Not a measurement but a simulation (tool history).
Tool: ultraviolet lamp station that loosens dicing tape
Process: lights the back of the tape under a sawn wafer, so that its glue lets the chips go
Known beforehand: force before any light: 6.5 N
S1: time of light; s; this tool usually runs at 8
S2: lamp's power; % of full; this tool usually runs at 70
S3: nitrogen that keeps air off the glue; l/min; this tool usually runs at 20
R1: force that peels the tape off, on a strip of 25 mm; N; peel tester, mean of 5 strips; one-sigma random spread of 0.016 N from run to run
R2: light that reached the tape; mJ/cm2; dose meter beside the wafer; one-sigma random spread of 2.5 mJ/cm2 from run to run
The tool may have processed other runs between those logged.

run,hour,S1,S2,S3,R1,R2
1,0,8,70,20,0.804,291
2,54.7,8,70,20,0.819,286
3,97.6,8,70,20,0.843,291
4,156.2,8,70,20,0.894,283
5,236.9,8,70,20,0.929,275
6,294.1,8,70,20,0.955,265
7,358.7,8,88,20,0.637,332
8,425.1,8,70,20,1.021,262
9,469,8,70,20,1.046,257
10,531.1,8,60,20,1.345,212
11,609.8,11,70,20,0.64,338
12,687.7,15,70,20,0.376,446
13,764.5,15,78,20,0.287,493
14,813.3,8,70,10,1.785,229
15,878.7,8,75,10,1.704,242
16,951.7,8,75,10,1.776,236
# hour 960.7: window cleaned of glue's vapour
17,1004.5,8,75,10,1.394,282
18,1061,8,83,13,1.052,303
19,1130.7,8,70,6,2.054,251
20,1200.9,7,70,20,1.357,213
21,1251.3,4,71,20,2.731,125
22,1285.4,5,70,20,2.195,146
23,1361.6,4,70,29,2.492,116
24,1416.8,14,70,22,0.423,397
25,1485.1,14,70,22,0.439,384
26,1538.7,14,70,22,0.461,384
27,1604.5,14,70,22,0.484,374
28,1668.6,6,80,20,1.744,183
29,1750.7,10,87,20,0.726,313
30,1803.2,10,87,20,0.765,311
31,1866.3,8,75,20,1.436,204
32,1915.1,5,70,18,2.671,121
33,1958.6,9,76,20,1.248,231
34,2003.3,8,64,20,1.926,170

Here are 4 independent what-if runs from the current tool condition. What would each one return?
A,2056.7,6,73,22,?,?
B,2056.7,8,64,11,?,?
C,2056.7,8,82,6,?,?
D,2056.7,8,60,20,?,?

run,R1,R2
A,2.257,142
B,2.395,170
C,2.474,213
D,2.063,155
Take away the tool's hidden state, keep each run's random variation, and the runs would have read:
run,R1,R2
A,1.108,241
B,1.248,288
C,1.289,363
D,0.975,264

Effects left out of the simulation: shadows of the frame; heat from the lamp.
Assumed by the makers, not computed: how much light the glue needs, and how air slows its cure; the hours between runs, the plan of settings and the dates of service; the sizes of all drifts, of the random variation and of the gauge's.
